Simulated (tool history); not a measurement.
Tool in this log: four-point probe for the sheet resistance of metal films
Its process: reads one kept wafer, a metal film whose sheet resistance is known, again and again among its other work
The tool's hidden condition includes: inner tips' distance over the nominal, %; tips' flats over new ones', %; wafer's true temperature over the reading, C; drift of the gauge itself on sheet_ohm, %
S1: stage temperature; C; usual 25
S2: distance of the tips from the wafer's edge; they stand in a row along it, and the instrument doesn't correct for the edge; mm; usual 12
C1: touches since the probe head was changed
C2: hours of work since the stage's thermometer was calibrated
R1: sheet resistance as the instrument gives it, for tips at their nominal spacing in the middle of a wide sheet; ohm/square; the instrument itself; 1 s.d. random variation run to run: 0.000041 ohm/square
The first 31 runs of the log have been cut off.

| run | hour | S1 | S2 | C1 | C2 | R1 |
|---|---|---|---|---|---|---|
| 32 | 442.6 | 21 | 25 | 45658 | 44 | 0.201000 |
| 33 | 454.8 | 30 | 12 | 46104 | 53 | 0.203564 |
| 34 | 474.6 | 30 | 12 | 46831 | 67 | 0.203538 |
| 35 | 488.6 | 30 | 12 | 47347 | 77 | 0.203579 |
| 36 | 499.3 | 26 | 5 | 47739 | 84 | 0.208347 |
| 37 | 516.7 | 26 | 5 | 48378 | 97 | 0.208511 |
| 38 | 525.4 | 27 | 23 | 48697 | 103 | 0.202166 |
| 39 | 536.1 | 27 | 23 | 49090 | 110 | 0.202120 |
| 40 | 548.6 | 27 | 23 | 49547 | 119 | 0.202231 |
| 41 | 567.4 | 27 | 5 | 50235 | 132 | 0.208584 |
| 42 | 580.4 | 27 | 5 | 50713 | 142 | 0.208617 |
| 43 | 598.3 | 32 | 72 | 51370 | 154 | 0.202765 |
| 44 | 611.6 | 22 | 31 | 51858 | 164 | 0.201091 |

Here are 3 independent what-if runs from the current tool condition. What would each one return?
| A | 631.5 | 19 | 9 | 52589 | 178 | ? |
| B | 631.5 | 18 | 58 | 52589 | 178 | ? |
| C | 631.5 | 26 | 56 | 52589 | 178 | ? |

| run | R1 |
|---|---|
| A | 0.202491 |
| B | 0.200223 |
| C | 0.201674 |
Without the tool's hidden state the same runs would have given:
| run | R1 |
|---|---|
| A | 0.202502 |
| B | 0.200234 |
| C | 0.201685 |
